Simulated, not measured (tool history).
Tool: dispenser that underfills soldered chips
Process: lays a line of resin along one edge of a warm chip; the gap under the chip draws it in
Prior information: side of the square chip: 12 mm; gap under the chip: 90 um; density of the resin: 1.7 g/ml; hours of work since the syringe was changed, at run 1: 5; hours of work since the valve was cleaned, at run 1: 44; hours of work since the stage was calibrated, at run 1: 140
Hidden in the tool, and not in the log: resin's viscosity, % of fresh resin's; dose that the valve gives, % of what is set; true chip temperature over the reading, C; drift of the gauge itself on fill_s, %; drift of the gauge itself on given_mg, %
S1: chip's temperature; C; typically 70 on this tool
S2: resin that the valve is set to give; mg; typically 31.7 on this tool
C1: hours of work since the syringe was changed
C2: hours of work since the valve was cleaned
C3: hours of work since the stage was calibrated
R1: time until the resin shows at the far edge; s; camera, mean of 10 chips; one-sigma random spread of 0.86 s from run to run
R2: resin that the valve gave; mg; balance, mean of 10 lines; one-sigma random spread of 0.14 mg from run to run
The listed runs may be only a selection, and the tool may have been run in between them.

{"run": 1, "hour": 0.0, "S1": 70, "S2": 31.7, "C1": 5, "C2": 44, "C3": 140, "R1": 106, "R2": 30.71}
{"hour": 1.5, "done": "new syringe of resin"}
{"run": 2, "hour": 6.4, "S1": 70, "S2": 31.7, "C1": 3, "C2": 48, "C3": 144, "R1": 96.9, "R2": 30.81}
{"hour": 10.0, "done": "new syringe of resin"}
{"run": 3, "hour": 16.0, "S1": 70, "S2": 36.7, "C1": 4, "C2": 54, "C3": 150, "R1": 98.9, "R2": 35.37}
{"hour": 18.9, "done": "new syringe of resin"}
{"hour": 26.4, "done": "dispensing valve cleaned and set on the balance"}
{"run": 4, "hour": 27.1, "S1": 74, "S2": 31.7, "C1": 5, "C2": 0, "C3": 157, "R1": 95.5, "R2": 31.73}
{"hour": 28.1, "done": "new syringe of resin"}
{"run": 5, "hour": 32.2, "S1": 74, "S2": 31.7, "C1": 3, "C2": 4, "C3": 160, "R1": 82.4, "R2": 31.59}
{"hour": 37.1, "done": "new syringe of resin"}
{"run": 6, "hour": 44.2, "S1": 74, "S2": 31.7, "C1": 5, "C2": 12, "C3": 168, "R1": 90.2, "R2": 31.58}
{"hour": 46.2, "done": "new syringe of resin"}
{"hour": 54.6, "done": "new syringe of resin"}
{"run": 7, "hour": 55.3, "S1": 74, "S2": 31.7, "C1": 0, "C2": 19, "C3": 175, "R1": 70.4, "R2": 31.13}
{"run": 8, "hour": 61.9, "S1": 70, "S2": 28, "C1": 5, "C2": 23, "C3": 180, "R1": 109.8, "R2": 27.47}
{"hour": 63.5, "done": "new syringe of resin"}
{"run": 9, "hour": 71.4, "S1": 81, "S2": 28, "C1": 5, "C2": 30, "C3": 186, "R1": 78.6, "R2": 27.43}
{"hour": 72.6, "done": "new syringe of resin"}
{"run": 10, "hour": 79.9, "S1": 81, "S2": 28, "C1": 5, "C2": 35, "C3": 192, "R1": 78.7, "R2": 27.35}
{"hour": 80.9, "done": "new syringe of resin"}
{"run": 11, "hour": 86.6, "S1": 81, "S2": 28, "C1": 4, "C2": 40, "C3": 196, "R1": 71, "R2": 27.35}
{"hour": 89.8, "done": "new syringe of resin"}
{"run": 12, "hour": 92.3, "S1": 81, "S2": 28, "C1": 2, "C2": 43, "C3": 200, "R1": 63, "R2": 27.23}
{"hour": 98.3, "done": "new syringe of resin"}
{"run": 13, "hour": 100.5, "S1": 70, "S2": 31.7, "C1": 1, "C2": 49, "C3": 205, "R1": 85.5, "R2": 30.76}
{"hour": 106.8, "done": "new syringe of resin"}
{"run": 14, "hour": 107.0, "S1": 70, "S2": 31.7, "C1": 0, "C2": 53, "C3": 209, "R1": 77.2, "R2": 30.75}
{"hour": 115.3, "done": "new syringe of resin"}
{"hour": 119.7, "done": "dispensing valve cleaned and set on the balance"}
{"run": 15, "hour": 119.7, "S1": 70, "S2": 31.7, "C1": 2, "C2": 0, "C3": 217, "R1": 87.7, "R2": 31.74}
{"hour": 124.9, "done": "new syringe of resin"}
{"run": 16, "hour": 127.6, "S1": 70, "S2": 31.7, "C1": 2, "C2": 5, "C3": 222, "R1": 85.8, "R2": 31.56}
{"hour": 133.6, "done": "new syringe of resin"}
{"run": 17, "hour": 136.6, "S1": 79, "S2": 31.7, "C1": 2, "C2": 11, "C3": 228, "R1": 63.9, "R2": 31.4}
{"hour": 142.2, "done": "new syringe of resin"}
{"run": 18, "hour": 142.8, "S1": 70, "S2": 40.5, "C1": 0, "C2": 15, "C3": 232, "R1": 78.4, "R2": 40.19}
{"hour": 150.8, "done": "new syringe of resin"}
{"run": 19, "hour": 150.8, "S1": 76, "S2": 33.1, "C1": 0, "C2": 20, "C3": 237, "R1": 63, "R2": 32.7}
{"hour": 159.1, "done": "new syringe of resin"}
{"run": 20, "hour": 161.7, "S1": 70, "S2": 30.4, "C1": 2, "C2": 28, "C3": 245, "R1": 85.7, "R2": 29.94}
{"hour": 167.6, "done": "new syringe of resin"}
{"run": 21, "hour": 167.6, "S1": 70, "S2": 30.4, "C1": 0, "C2": 31, "C3": 249, "R1": 79.3, "R2": 29.69}
{"hour": 176.0, "done": "new syringe of resin"}
{"run": 22, "hour": 177.4, "S1": 57, "S2": 37.5, "C1": 1, "C2": 38, "C3": 255, "R1": 122.8, "R2": 36.46}
{"hour": 184.2, "done": "new syringe of resin"}
{"run": 23, "hour": 187.6, "S1": 78, "S2": 27.9, "C1": 2, "C2": 45, "C3": 262, "R1": 72.1, "R2": 27.19}
{"hour": 192.7, "done": "new syringe of resin"}
{"run": 24, "hour": 198.7, "S1": 78, "S2": 27.9, "C1": 4, "C2": 52, "C3": 269, "R1": 79.1, "R2": 26.98}
{"hour": 201.2, "done": "new syringe of resin"}
{"run": 25, "hour": 205.1, "S1": 59, "S2": 27.9, "C1": 3, "C2": 56, "C3": 273, "R1": 137.4, "R2": 26.76}
{"hour": 209.9, "done": "new syringe of resin"}
{"hour": 213.5, "done": "dispensing valve cleaned and set on the balance"}
{"run": 26, "hour": 216.3, "S1": 60, "S2": 27.9, "C1": 4, "C2": 2, "C3": 280, "R1": 142.5, "R2": 27.91}
{"hour": 219.3, "done": "new syringe of resin"}
{"hour": 227.7, "done": "new syringe of resin"}
{"run": 27, "hour": 227.8, "S1": 60, "S2": 27.9, "C1": 0, "C2": 9, "C3": 287, "R1": 112.4, "R2": 27.88}
{"hour": 236.4, "done": "new syringe of resin"}
{"run": 28, "hour": 238.8, "S1": 60, "S2": 27.9, "C1": 2, "C2": 17, "C3": 295, "R1": 123.3, "R2": 27.66}
{"hour": 244.7, "done": "new syringe of resin"}
{"run": 29, "hour": 244.7, "S1": 60, "S2": 27.9, "C1": 0, "C2": 20, "C3": 299, "R1": 108.2, "R2": 27.41}
{"run": 30, "hour": 252.5, "S1": 72, "S2": 32.3, "C1": 5, "C2": 26, "C3": 304, "R1": 97.2, "R2": 31.62}
{"hour": 253.4, "done": "new syringe of resin"}
{"run": 31, "hour": 259.7, "S1": 66, "S2": 35.1, "C1": 4, "C2": 30, "C3": 309, "R1": 111.3, "R2": 34.38}
{"hour": 261.9, "done": "new syringe of resin"}
{"run": 32, "hour": 268.6, "S1": 66, "S2": 35.1, "C1": 5, "C2": 36, "C3": 314, "R1": 113.2, "R2": 34.57}
{"hour": 270.2, "done": "new syringe of resin"}
{"hour": 278.7, "done": "new syringe of resin"}
{"run": 33, "hour": 278.7, "S1": 66, "S2": 35.1, "C1": 0, "C2": 43, "C3": 321, "R1": 84, "R2": 34.3}
{"hour": 287.9, "done": "new syringe of resin"}
{"run": 34, "hour": 290.6, "S1": 58, "S2": 30.4, "C1": 2, "C2": 51, "C3": 329, "R1": 131.9, "R2": 29.41}
{"hour": 296.3, "done": "new syringe of resin"}
{"run": 35, "hour": 297.1, "S1": 70, "S2": 32.3, "C1": 1, "C2": 55, "C3": 333, "R1": 76.8, "R2": 31.17}

Hidden state at the last listed run before each entry between runs and at the first one after, where it differs:
In the gap between runs 1 and 2: new syringe of resin (hour 1.5)
  resin's viscosity, % of fresh resin's: 134.5 -> 124.3; dose that the valve gives, % of what is set: 97.24 -> 96.97; true chip temperature over the reading, C: 0.84 -> 0.86
  measured value less the no-hidden-state value, R1: +25.5 -> +17.1 s; R2: -0.87 -> -0.97 mg
In the gap between runs 2 and 3: new syringe of resin (hour 10)
  resin's viscosity, % of fresh resin's: 124.3 -> 129.5; dose that the valve gives, % of what is set: 96.97 -> 96.59; true chip temperature over the reading, C: 0.86 -> 0.89
  measured value less the no-hidden-state value, R1: +17.1 -> +20.5 s; R2: -0.97 -> -1.25 mg
In the gap between runs 3 and 4: new syringe of resin (hour 18.9); dispensing valve cleaned and set on the balance (hour 26.4)
  resin's viscosity, % of fresh resin's: 129.5 -> 135.5; dose that the valve gives, % of what is set: 96.59 -> 99.9; true chip temperature over the reading, C: 0.89 -> 0.92
  measured value less the no-hidden-state value, R1: +20.5 -> +22.8 s; R2: -1.25 -> -0.03 mg
In the gap between runs 4 and 5: new syringe of resin (hour 28.1)
  resin's viscosity, % of fresh resin's: 135.5 -> 119.3; dose that the valve gives, % of what is set: 99.9 -> 99.68; true chip temperature over the reading, C: 0.92 -> 0.94
  measured value less the no-hidden-state value, R1: +22.8 -> +11.2 s; R2: -0.03 -> -0.1 mg
In the gap between runs 5 and 6: new syringe of resin (hour 37.1)
  resin's viscosity, % of fresh resin's: 119.3 -> 132.1; dose that the valve gives, % of what is set: 99.68 -> 99.13; true chip temperature over the reading, C: 0.94 -> 0.98
  measured value less the no-hidden-state value, R1: +11.2 -> +19.8 s; R2: -0.1 -> -0.28 mg
In the gap between runs 6 and 7: new syringe of resin (hour 46.2); new syringe of resin (hour 54.6)
  resin's viscosity, % of fresh resin's: 132.1 -> 103.5; dose that the valve gives, % of what is set: 99.13 -> 98.68; true chip temperature over the reading, C: 0.98 -> 1.02
  measured value less the no-hidden-state value, R1: +19.8 -> +0.3 s; R2: -0.28 -> -0.41 mg
In the gap between runs 8 and 9: new syringe of resin (hour 63.5)
  resin's viscosity, % of fresh resin's: 136.6 -> 140.6; dose that the valve gives, % of what is set: 98.35 -> 97.95; true chip temperature over the reading, C: 1.04 -> 1.07
  measured value less the no-hidden-state value, R1: +27.1 -> +21.3 s; R2: -0.46 -> -0.57 mg
In the gap between runs 9 and 10: new syringe of resin (hour 72.6)
  resin's viscosity, % of fresh resin's: 140.6 -> 137.6; dose that the valve gives, % of what is set: 97.95 -> 97.62; true chip temperature over the reading, C: 1.07 -> 1.1
  measured value less the no-hidden-state value, R1: +21.3 -> +19.9 s; R2: -0.57 -> -0.67 mg
In the gap between runs 10 and 11: new syringe of resin (hour 80.9)
  resin's viscosity, % of fresh resin's: 137.6 -> 125.5; dose that the valve gives, % of what is set: 97.62 -> 97.32; true chip temperature over the reading, C: 1.1 -> 1.13
  measured value less the no-hidden-state value, R1: +19.9 -> +12.9 s; R2: -0.67 -> -0.75 mg
In the gap between runs 11 and 12: new syringe of resin (hour 89.8)
  resin's viscosity, % of fresh resin's: 125.5 -> 112; dose that the valve gives, % of what is set: 97.32 -> 97.09; true chip temperature over the reading, C: 1.13 -> 1.15
  measured value less the no-hidden-state value, R1: +12.9 -> +5.3 s; R2: -0.75 -> -0.82 mg
In the gap between runs 12 and 13: new syringe of resin (hour 98.3)
  resin's viscosity, % of fresh resin's: 112 -> 109.3; dose that the valve gives, % of what is set: 97.09 -> 96.71; true chip temperature over the reading, C: 1.15 -> 1.18
  measured value less the no-hidden-state value, R1: +5.3 -> +4.7 s; R2: -0.82 -> -1.04 mg
In the gap between runs 13 and 14: new syringe of resin (hour 106.8)
  resin's viscosity, % of fresh resin's: 109.3 -> 101.1; dose that the valve gives, % of what is set: 96.71 -> 96.44; true chip temperature over the reading, C: 1.18 -> 1.2
  measured value less the no-hidden-state value, R1: +4.7 -> -1.7 s; R2: -1.04 -> -1.13 mg
In the gap between runs 14 and 15: new syringe of resin (hour 115.3); dispensing valve cleaned and set on the balance (hour 119.7)
  resin's viscosity, % of fresh resin's: 101.1 -> 113.3; dose that the valve gives, % of what is set: 96.44 -> 99.96; true chip temperature over the reading, C: 1.2 -> 1.24
  measured value less the no-hidden-state value, R1: -1.7 -> +7 s; R2: -1.13 -> -0.01 mg
In the gap between runs 15 and 16: new syringe of resin (hour 124.9)
  resin's viscosity, % of fresh resin's: 113.3 -> 110.5; dose that the valve gives, % of what is set: 99.96 -> 99.61; true chip temperature over the reading, C: 1.24 -> 1.27
  measured value less the no-hidden-state value, R1: +7 -> +4.9 s; R2: -0.01 -> -0.13 mg
In the gap between runs 16 and 17: new syringe of resin (hour 133.6)
  resin's viscosity, % of fresh resin's: 110.5 -> 113.6; dose that the valve gives, % of what is set: 99.61 -> 99.23; true chip temperature over the reading, C: 1.27 -> 1.3
  measured value less the no-hidden-state value, R1: +4.9 -> +5.4 s; R2: -0.13 -> -0.24 mg
In the gap between runs 17 and 18: new syringe of resin (hour 142.2)
  resin's viscosity, % of fresh resin's: 113.6 -> 102.8; dose that the valve gives, % of what is set: 99.23 -> 98.97; true chip temperature over the reading, C: 1.3 -> 1.32
  measured value less the no-hidden-state value, R1: +5.4 -> -1.2 s; R2: -0.24 -> -0.42 mg
In the gap between runs 18 and 19: new syringe of resin (hour 150.8)
  resin's viscosity, % of fresh resin's: 102.8 -> 100.4; dose that the valve gives, % of what is set: 98.97 -> 98.64; true chip temperature over the reading, C: 1.32 -> 1.35
  measured value less the no-hidden-state value, R1: -1.2 -> -2.3 s; R2: -0.42 -> -0.45 mg
In the gap between runs 19 and 20: new syringe of resin (hour 159.1)
  resin's viscosity, % of fresh resin's: 100.4 -> 110.5; dose that the valve gives, % of what is set: 98.64 -> 98.17; true chip temperature over the reading, C: 1.35 -> 1.38
  measured value less the no-hidden-state value, R1: -2.3 -> +4.9 s; R2: -0.45 -> -0.56 mg
In the gap between runs 20 and 21: new syringe of resin (hour 167.6)
  resin's viscosity, % of fresh resin's: 110.5 -> 101.5; dose that the valve gives, % of what is set: 98.17 -> 97.91; true chip temperature over the reading, C: 1.38 -> 1.4
  measured value less the no-hidden-state value, R1: +4.9 -> -2.2 s; R2: -0.56 -> -0.64 mg
In the gap between runs 21 and 22: new syringe of resin (hour 176)
  resin's viscosity, % of fresh resin's: 101.5 -> 105.7; dose that the valve gives, % of what is set: 97.91 -> 97.49; true chip temperature over the reading, C: 1.4 -> 1.44
  measured value less the no-hidden-state value, R1: -2.2 -> +0.7 s; R2: -0.64 -> -0.94 mg
In the gap between runs 22 and 23: new syringe of resin (hour 184.2)
  resin's viscosity, % of fresh resin's: 105.7 -> 117.3; dose that the valve gives, % of what is set: 97.49 -> 97.03; true chip temperature over the reading, C: 1.44 -> 1.47
  measured value less the no-hidden-state value, R1: +0.7 -> +8.4 s; R2: -0.94 -> -0.83 mg
In the gap between runs 23 and 24: new syringe of resin (hour 192.7)
  resin's viscosity, % of fresh resin's: 117.3 -> 127.7; dose that the valve gives, % of what is set: 97.03 -> 96.53; true chip temperature over the reading, C: 1.47 -> 1.51
  measured value less the no-hidden-state value, R1: +8.4 -> +14.9 s; R2: -0.83 -> -0.97 mg
In the gap between runs 24 and 25: new syringe of resin (hour 201.2)
  resin's viscosity, % of fresh resin's: 127.7 -> 118.3; dose that the valve gives, % of what is set: 96.53 -> 96.27; true chip temperature over the reading, C: 1.51 -> 1.53
  measured value less the no-hidden-state value, R1: +14.9 -> +16.4 s; R2: -0.97 -> -1.03 mg
In the gap between runs 25 and 26: new syringe of resin (hour 209.9); dispensing valve cleaned and set on the balance (hour 213.5)
  resin's viscosity, % of fresh resin's: 118.3 -> 126.4; dose that the valve gives, % of what is set: 96.27 -> 99.92; true chip temperature over the reading, C: 1.53 -> 1.57
  measured value less the no-hidden-state value, R1: +16.4 -> +23.4 s; R2: -1.03 -> -0.02 mg
In the gap between runs 26 and 27: new syringe of resin (hour 219.3); new syringe of resin (hour 227.7)
  resin's viscosity, % of fresh resin's: 126.4 -> 100.7; dose that the valve gives, % of what is set: 99.92 -> 99.44; true chip temperature over the reading, C: 1.57 -> 1.61
  measured value less the no-hidden-state value, R1: +23.4 -> -5.5 s; R2: -0.02 -> -0.16 mg
In the gap between runs 27 and 28: new syringe of resin (hour 236.4)
  resin's viscosity, % of fresh resin's: 100.7 -> 110.5; dose that the valve gives, % of what is set: 99.44 -> 98.96; true chip temperature over the reading, C: 1.61 -> 1.64
  measured value less the no-hidden-state value, R1: -5.5 -> +5.5 s; R2: -0.16 -> -0.29 mg
In the gap between runs 28 and 29: new syringe of resin (hour 244.7)
  resin's viscosity, % of fresh resin's: 110.5 -> 98.8; dose that the valve gives, % of what is set: 98.96 -> 98.73; true chip temperature over the reading, C: 1.64 -> 1.67
  measured value less the no-hidden-state value, R1: +5.5 -> -7.4 s; R2: -0.29 -> -0.35 mg
In the gap between runs 30 and 31: new syringe of resin (hour 253.4)
  resin's viscosity, % of fresh resin's: 137 -> 131; dose that the valve gives, % of what is set: 98.38 -> 98.09; true chip temperature over the reading, C: 1.7 -> 1.72
  measured value less the no-hidden-state value, R1: +22.4 -> +21.4 s; R2: -0.52 -> -0.67 mg
In the gap between runs 31 and 32: new syringe of resin (hour 261.9)
  resin's viscosity, % of fresh resin's: 131 -> 132.5; dose that the valve gives, % of what is set: 98.09 -> 97.7; true chip temperature over the reading, C: 1.72 -> 1.75
  measured value less the no-hidden-state value, R1: +21.4 -> +22.9 s; R2: -0.67 -> -0.81 mg
In the gap between runs 32 and 33: new syringe of resin (hour 270.2); new syringe of resin (hour 278.7)
  resin's viscosity, % of fresh resin's: 132.5 -> 99.3; dose that the valve gives, % of what is set: 97.7 -> 97.27; true chip temperature over the reading, C: 1.75 -> 1.78
  measured value less the no-hidden-state value, R1: +22.9 -> -5.5 s; R2: -0.81 -> -0.95 mg
In the gap between runs 33 and 34: new syringe of resin (hour 287.9)
  resin's viscosity, % of fresh resin's: 99.3 -> 112.8; dose that the valve gives, % of what is set: 97.27 -> 96.73; true chip temperature over the reading, C: 1.78 -> 1.83
  measured value less the no-hidden-state value, R1: -5.5 -> +8.2 s; R2: -0.95 -> -1 mg
In the gap between runs 34 and 35: new syringe of resin (hour 296.3)
  resin's viscosity, % of fresh resin's: 112.8 -> 102.8; dose that the valve gives, % of what is set: 96.73 -> 96.44; true chip temperature over the reading, C: 1.83 -> 1.85
  measured value less the no-hidden-state value, R1: +8.2 -> -2 s; R2: -1 -> -1.15 mg
